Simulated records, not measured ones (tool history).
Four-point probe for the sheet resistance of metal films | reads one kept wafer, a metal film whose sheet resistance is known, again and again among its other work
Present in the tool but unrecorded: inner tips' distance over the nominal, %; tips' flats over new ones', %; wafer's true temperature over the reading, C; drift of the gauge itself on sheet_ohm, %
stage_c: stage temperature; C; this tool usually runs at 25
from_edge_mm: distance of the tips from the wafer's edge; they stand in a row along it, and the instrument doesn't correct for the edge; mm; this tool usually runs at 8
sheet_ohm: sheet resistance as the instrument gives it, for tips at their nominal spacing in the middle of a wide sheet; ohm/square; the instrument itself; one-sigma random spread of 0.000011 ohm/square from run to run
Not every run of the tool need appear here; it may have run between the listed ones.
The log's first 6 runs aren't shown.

run,hour,stage_c,from_edge_mm,touches since the probe head was changed,hours of work since the stage's thermometer was calibrated,sheet_ohm
7,606.7,23,8,44079,529,0.054618
8,732.3,26,8,48613,621,0.054658
9,855.1,25,8,53046,711,0.054636
10,919.8,25,31,55382,759,0.05397
11,993.8,25,31,58052,813,0.05398
12,1125.1,25,31,62790,910,0.053972
13,1223.6,25,31,66346,982,0.053969
14,1301.4,25,31,69155,1039,0.053975
15,1413.8,25,31,73210,1122,0.053945
# hour 1449.3: new probe head fitted
16,1538.1,25,31,3206,1212,0.053973
17,1642.6,25,10,6978,1289,0.054391
18,1720.5,25,4,9790,1346,0.056704
19,1800.1,19,35,12663,1405,0.053907
20,1881.9,19,24,15614,1465,0.053947
21,1988.3,26,17,19457,1543,0.05408
22,2065.9,21,58,22257,1600,0.05389
23,2160.5,21,58,25669,1669,0.053903
24,2266.7,22,9,29504,1747,0.054462
25,2399.2,20,14,34285,1845,0.054113
26,2519.3,20,14,38620,1933,0.054131
# hour 2544.2: stage's thermometer calibrated
27,2650.1,18,6,43323,78,0.055111
28,2722.6,18,17,45941,131,0.054042
29,2853,24,8,50648,227,0.05463
30,2970.2,29,11,54878,313,0.054342
31,3045,29,11,57574,368,0.054331

For run 32, what comes out?
32,3170.7,31,39,62113,460,?

Run 32 yielded sheet_ohm 0.053979 ohm/square.
On a tool with no hidden condition, and with the same random variation, this run would have come out at sheet_ohm 0.053972 ohm/square.

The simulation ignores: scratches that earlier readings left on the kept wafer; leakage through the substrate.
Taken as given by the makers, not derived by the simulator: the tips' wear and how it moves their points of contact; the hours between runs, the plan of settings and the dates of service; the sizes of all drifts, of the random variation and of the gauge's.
